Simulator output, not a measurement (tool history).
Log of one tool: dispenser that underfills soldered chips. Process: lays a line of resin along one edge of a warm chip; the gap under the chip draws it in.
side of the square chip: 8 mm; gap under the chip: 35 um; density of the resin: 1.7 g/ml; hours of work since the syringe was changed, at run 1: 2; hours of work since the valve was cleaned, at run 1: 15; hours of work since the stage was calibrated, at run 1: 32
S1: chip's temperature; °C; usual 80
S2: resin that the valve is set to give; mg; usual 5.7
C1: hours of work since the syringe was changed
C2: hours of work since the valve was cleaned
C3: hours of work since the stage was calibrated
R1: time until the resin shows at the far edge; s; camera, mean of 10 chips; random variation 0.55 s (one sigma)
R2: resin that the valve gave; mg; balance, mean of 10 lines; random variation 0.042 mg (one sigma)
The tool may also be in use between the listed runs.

run   hour  S1    S2  C1   C2   C3     R1    R2
  1      0  80   5.7   2   15   32     54  5.73
  2    3.3  80   5.7   4   17   34   61.2  5.71
       5.4  -- new syringe of resin
  3   10.1  80  5.03   3   21   38   56.9  4.96
  4   13.4  80  5.03   5   23   40   66.7     5
      14.3  -- new syringe of resin
  5   16.8  80  5.03   1   24   42   54.1  4.96
  6   21.1  80  7.13   4   27   44   62.4  7.05
      23.3  -- new syringe of resin
  7   24.8  80   5.7   1   29   46     49  5.64
  8   28.6  94   5.7   3   31   49   36.2  5.58
      32.3  -- new syringe of resin
  9   35.1  80  5.24   2   35   52   53.7  5.15
 10   40.5  80  6.37   5   38   56     66  6.31
      41.2  -- new syringe of resin
 11   47.9  80   5.7   4   43   60   61.7  5.61
        50  -- new syringe of resin
 12     53  75   5.7   2   45   63   63.5  5.59
      59.1  -- new syringe of resin
 13   60.8  75   5.7   1   50   67   59.1  5.59
 14     66  80   5.7   4   53   70   62.4  5.56
      68.1  -- new syringe of resin
 15   71.7  80   5.7   2   56   74   54.9  5.58
      77.1  -- new syringe of resin
 16   77.4  80  6.51   0   60   77   46.9  6.43
 17   83.4  80  6.51   4   63   81   59.2  6.36
      85.8  -- new syringe of resin
 18   89.4  80  6.51   2   67   84   53.3   6.3
      94.8  -- new syringe of resin
 19   96.3  80  6.51   1   71   88   48.7  6.34
 20  102.3  78  4.84   4   74   92   71.6  4.76
     103.8  -- new syringe of resin
 21  108.1  92  7.31   3   78   95   36.1  7.08
     112.5  -- new syringe of resin
 22  114.9  92  5.77   1   81   99   34.9  5.49
 23  119.7  92  5.77   4   84  102   42.7   5.6
     121.6  -- new syringe of resin
 24    126  92  5.77   3   88  105   38.3  5.61
     130.7  -- new syringe of resin
 25  133.3  67  5.15   2   92  110   82.2  4.92
       140  -- new syringe of resin
 26    140  67  5.15   0   96  113   74.7  4.93
 27  143.9  82  6.72   2   98  116   49.4  6.42
       149  -- new syringe of resin
 28    149  88  4.83   0  101  119   36.9  4.62
 29  154.2  85  5.56   3  104  122   49.3  5.36
     157.8  -- new syringe of resin
 30  161.2  82  6.54   2  108  126   49.1  6.23
       167  -- new syringe of resin
 31  168.2  67  5.96   1  112  130   75.7   5.7
 32  172.9  67  5.96   4  115  133   94.4   5.6
     175.7  -- new syringe of resin
 33  177.6  67  5.96   1  118  135   78.7  5.64
 34  183.6  67  5.96   5  122  139  101.1  5.64
     184.9  -- new syringe of resin
 35  188.5  72  6.79   2  124  142   72.3  6.47

4 ways to go on from here, each from the tool as it stands after run 35. What would each give?
  A  192.8  84   5.7   5  127  144   ?   ?
  B  192.8  89  5.15   5  127  144   ?   ?
  C  192.8  95  5.57   5  127  144   ?   ?
  D  192.8  80  5.21   5  127  144   ?   ?

run    R1    R2
  A  57.5  5.33
  B  51.4  4.81
  C  40.9  5.21
  D  69.6  4.92
Without the tool's hidden state the same runs would have given:
run    R1    R2
  A  39.8  5.66
  B  35.3   5.1
  C  28.2  5.53
  D    48  5.22
